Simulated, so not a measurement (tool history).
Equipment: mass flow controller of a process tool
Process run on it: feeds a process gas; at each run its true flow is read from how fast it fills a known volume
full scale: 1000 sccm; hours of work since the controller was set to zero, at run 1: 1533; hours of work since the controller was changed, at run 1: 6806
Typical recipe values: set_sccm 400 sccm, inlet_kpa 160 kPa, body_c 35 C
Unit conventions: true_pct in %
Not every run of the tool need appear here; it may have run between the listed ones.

run      day  set_sccm  inlet_kpa  body_c  hours of work since the controller was set to zero  hours of work since the controller was changed  true_pct
  1        0       400        160      35                                                1533                                            6806    101.92
  2   15.704       400        160      35                                                1814                                            7087    102.22
  3   31.254       400        160      35                                                2092                                            7365    102.23
  4   46.788       400        144      35                                                2370                                            7642    102.19
      48.012  -- controller's zero set anew
  5   57.142       400        233      35                                                 163                                            7827    103.06
  6   65.371       400        160      21                                                 310                                            7974    101.54
  7   82.679       400        251      21                                                 620                                            8284    102.15
  8   94.821       108        257      22                                                 837                                            8501    105.75
  9  108.712       108        257      22                                                1085                                            8749    105.92
 10  120.242       185        205      27                                                1291                                            8955    104.15
 11  134.496       420        182      35                                                1546                                            9210    103.46
     147.254  -- controller's zero set anew, once more
 12  152.804       495        208      20                                                  99                                            9537    101.05

Here are 4 independent what-if runs from the current tool condition. What would each one return?
  A  170.425       677        186      22                                                 414                                            9851         ?
  B  170.425       495        155      23                                                 414                                            9851         ?
  C  170.425       937        258      39                                                 414                                            9851         ?
  D  170.425       429        208      20                                                 414                                            9851         ?

run  true_pct
  A    101.49
  B     101.1
  C    103.73
  D    101.08
Take away the tool's hidden state, keep each run's random variation, and the runs would have read:
run  true_pct
  A     99.27
  B     98.82
  C    101.56
  D     98.77

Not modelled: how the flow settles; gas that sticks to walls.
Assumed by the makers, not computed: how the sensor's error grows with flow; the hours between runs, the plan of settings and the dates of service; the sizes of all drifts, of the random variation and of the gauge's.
